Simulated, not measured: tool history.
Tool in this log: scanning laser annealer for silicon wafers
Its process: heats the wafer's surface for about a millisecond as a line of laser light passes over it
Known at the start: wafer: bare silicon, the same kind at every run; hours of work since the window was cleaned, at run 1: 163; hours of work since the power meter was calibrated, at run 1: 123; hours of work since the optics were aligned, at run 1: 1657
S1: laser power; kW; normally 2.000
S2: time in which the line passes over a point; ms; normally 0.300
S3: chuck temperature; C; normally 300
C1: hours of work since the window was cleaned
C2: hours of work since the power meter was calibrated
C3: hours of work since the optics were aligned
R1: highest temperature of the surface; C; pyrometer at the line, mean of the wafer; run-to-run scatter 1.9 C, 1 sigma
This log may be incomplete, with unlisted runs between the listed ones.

run 1 hour=0.0 | S1=2.000 S2=0.300 S3=300 | C1=163 C2=123 C3=1657 | R1=1109
run 2 hour=8.4 | S1=2.000 S2=0.300 S3=300 | C1=168 C2=128 C3=1661 | R1=1108
run 3 hour=18.4 | S1=2.000 S2=0.300 S3=300 | C1=173 C2=133 C3=1667 | R1=1105
run 4 hour=32.8 | S1=2.000 S2=0.300 S3=300 | C1=181 C2=141 C3=1674 | R1=1106
run 5 hour=44.5 | S1=2.000 S2=0.300 S3=300 | C1=188 C2=147 C3=1681 | R1=1107
run 6 hour=56.0 | S1=2.134 S2=0.300 S3=300 | C1=194 C2=153 C3=1687 | R1=1171
-- hour=62.4 optics aligned, line set to its width
run 7 hour=69.2 | S1=2.134 S2=0.300 S3=300 | C1=198 C2=158 C3=4 | R1=1155
run 8 hour=79.4 | S1=2.071 S2=0.227 S3=271 | C1=204 C2=164 C3=9 | R1=982
run 9 hour=89.8 | S1=2.090 S2=0.283 S3=271 | C1=209 C2=169 C3=15 | R1=1080
run 10 hour=100.5 | S1=2.090 S2=0.283 S3=271 | C1=215 C2=175 C3=21 | R1=1081

Each row is a separate what-if for the run after 10, all from the same tool condition, not one after another. Results?
-- hour=112.2 optics aligned, line set to its width, once more
run A hour=115.0 | S1=2.090 S2=0.283 S3=271 | C1=220 C2=180 C3=2 | R1=?
-- hour=112.2 optics aligned, line set to its width, once more
run B hour=115.0 | S1=1.848 S2=0.300 S3=300 | C1=220 C2=180 C3=2 | R1=?
-- hour=112.2 optics aligned, line set to its width, once more
run C hour=115.0 | S1=2.090 S2=0.302 S3=305 | C1=220 C2=180 C3=2 | R1=?

run=A R1=1118
run=B R1=1051
run=C R1=1177
Stripped of hidden state, with their random variation kept, the same runs would have yielded:
run=A R1=1135
run=B R1=1066
run=C R1=1195
